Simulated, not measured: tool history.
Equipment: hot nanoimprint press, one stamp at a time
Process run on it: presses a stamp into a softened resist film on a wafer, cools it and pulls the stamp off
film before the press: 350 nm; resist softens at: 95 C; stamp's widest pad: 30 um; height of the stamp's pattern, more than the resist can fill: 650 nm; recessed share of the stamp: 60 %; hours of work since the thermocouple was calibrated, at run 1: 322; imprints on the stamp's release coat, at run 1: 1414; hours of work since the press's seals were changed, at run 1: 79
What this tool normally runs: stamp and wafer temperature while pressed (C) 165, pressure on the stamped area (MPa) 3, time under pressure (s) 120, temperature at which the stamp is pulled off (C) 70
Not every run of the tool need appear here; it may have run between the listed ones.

run     day  stamp and wafer temperature while pressed (C)  pressure on the stamped area (MPa)  time under pressure (s)  temperature at which the stamp is pulled off (C)  hours of work since the thermocouple was calibrated  imprints on the stamp's release coat  hours of work since the press's seals were changed  resist left under the stamp's widest pad (nm)  greatest force while the stamp is pulled off (N)
  1       0                                            165                                   3                      120                                                70                                                  322                                  1414                                                  79                                          149.5                                               268
  2   0.617                                            160                                   3                      120                                                70                                                  333                                  1482                                                  90                                          185.6                                               288
  3   1.129                                            160                                   3                      120                                                70                                                  342                                  1539                                                  99                                          185.9                                               281
      1.833  -- stamp cleaned and given a new release coat
  4   2.254                                            165                                   3                      120                                                70                                                  357                                    46                                                 114                                          151.6                                               224
  5   3.271                                            165                                   3                      120                                                70                                                  374                                   158                                                 131                                          152.1                                               220
  6   3.821                                            165                                   3                      120                                                70                                                  383                                   219                                                 141                                          151.3                                               232
  7   4.579                                            165                                   3                      120                                                64                                                  396                                   302                                                 154                                          150.9                                               270
  8   5.288                                            158                                   3                      120                                                70                                                  409                                   381                                                 166                                          205.2                                               246
  9   5.883                                            158                                   3                      120                                                70                                                  419                                   446                                                 176                                          203.1                                               233
 10   6.383                                            165                                   3                      120                                                70                                                  427                                   501                                                 184                                          151.7                                               245
 11   7.167                                            165                                   3                      120                                                70                                                  441                                   588                                                 198                                          152.6                                               251
 12   8.125                                            165                                3.12                      120                                                70                                                  457                                   693                                                 214                                          149.5                                               241
      8.404  -- plate thermocouple calibrated
 13   9.196                                            159                                   3                      120                                                65                                                   14                                   797                                                 230                                          186.6                                               281
 14   9.771                                            166                                4.34                      111                                                62                                                   23                                   861                                                 240                                          117.8                                               313
 15  10.767                                            166                                3.19                      111                                                62                                                   40                                   971                                                 257                                            140                                               315
 16  11.338                                            166                                3.19                      111                                                62                                                   50                                  1034                                                 267                                          137.7                                               322
 17  12.442                                            165                                 2.5                      120                                                67                                                   69                                  1155                                                 286                                          160.8                                               284
 18  13.275                                            165                                 2.5                      120                                                67                                                   83                                  1248                                                 300                                          162.4                                               295
 19  14.029                                            165                                3.13                      120                                                67                                                   96                                  1330                                                 313                                          143.7                                               300
 20  14.967                                            155                                   3                      120                                                64                                                  112                                  1434                                                 329                                            219                                               329
 21  15.571                                            155                                   3                      120                                                64                                                  123                                  1500                                                 340                                          221.9                                               319

How would selected steps in resist left under the stamp's widest pad (nm) from run to run divide? Give the signed amount a tool lacking its hidden state would still show from settings, what came in and random variation, and the signed amount left for the hidden state, including any gauge scatter that is not in both of the compared results.
Unlogged tool condition in this case: true temperature over the reading, C; pressure that arrives at the usual setting, %; grip of the stamp's worn release coat, % over a new coat's; drift of the gauge itself on residual_nm, %; drift of the gauge itself on pull_off_n, %.
Run 7 -> 8: stamp and wafer temperature while pressed (C) 165 -> 158, temperature at which the stamp is pulled off (C) 64 -> 70. resist left under the stamp's widest pad (nm) +54.3: hidden state +2.3, all else +52.
Run 12 -> 13: stamp and wafer temperature while pressed (C) 165 -> 159, pressure on the stamped area (MPa) 3.12 -> 3, temperature at which the stamp is pulled off (C) 70 -> 65, plate thermocouple calibrated. resist left under the stamp's widest pad (nm) +37.1: hidden state -7.8, all else +44.9.
Run 13 -> 14: stamp and wafer temperature while pressed (C) 159 -> 166, pressure on the stamped area (MPa) 3 -> 4.34, time under pressure (s) 120 -> 111, temperature at which the stamp is pulled off (C) 65 -> 62. resist left under the stamp's widest pad (nm) -68.8: hidden state +0.4, all else -69.2.
Run 19 -> 20: stamp and wafer temperature while pressed (C) 165 -> 155, pressure on the stamped area (MPa) 3.13 -> 3, temperature at which the stamp is pulled off (C) 67 -> 64. resist left under the stamp's widest pad (nm) +75.3: hidden state +0.9, all else +74.4.

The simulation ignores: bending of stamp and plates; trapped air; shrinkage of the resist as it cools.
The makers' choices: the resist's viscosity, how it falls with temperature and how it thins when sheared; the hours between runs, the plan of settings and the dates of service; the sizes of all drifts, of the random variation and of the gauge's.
